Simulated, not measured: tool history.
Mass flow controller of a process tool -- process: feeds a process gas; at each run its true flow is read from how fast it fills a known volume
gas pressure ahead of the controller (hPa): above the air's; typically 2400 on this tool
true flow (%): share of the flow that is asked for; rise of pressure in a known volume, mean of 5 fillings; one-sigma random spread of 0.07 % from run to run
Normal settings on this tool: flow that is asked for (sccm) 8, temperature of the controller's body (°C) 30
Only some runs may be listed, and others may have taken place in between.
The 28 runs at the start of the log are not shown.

run    hour  flow that is asked for (sccm)  gas pressure ahead of the controller (hPa)  temperature of the controller's body (°C)  true flow (%)
 29  1665.9                             18                                        1580                                         30         101.56
 30    1708                             18                                        1440                                         33         101.84
 31  1772.9                             17                                        2200                                         32         101.42
 32  1837.6                              3                                        2400                                         30         101.43
 33  1876.3                              8                                        1950                                         23         100.23
 34  1915.9                              4                                        2480                                         21         100.41
 35  1994.2                             13                                        1780                                         33         101.35
 36  2073.9                              3                                        1950                                         33         102.24
 37  2130.6                             12                                        1950                                         21         100.48
 38  2214.4                             12                                        1950                                         21         100.44
 39  2267.1                             12                                        2230                                         21         100.45
 40  2316.5                             13                                        1650                                         20         100.72
 41    2361                              3                                        1650                                         33         102.67
 42  2438.5                              3                                        2510                                         21         101.45
 43  2507.2                              2                                        2670                                         25         103.23
 44  2558.6                              2                                        2670                                         25         103.15
 45  2634.7                              8                                        2400                                         35         101.18
 46  2720.7                              8                                        2400                                         35         101.38

The next listed run, before its measurement:
 47  2794.3                             15                                        1870                                         30              ?

{"run 47": {"true flow (%)": 101.8}}
Were there no unlogged condition in the tool, this run, its random variation unchanged, would have produced true flow (%) 99.83.
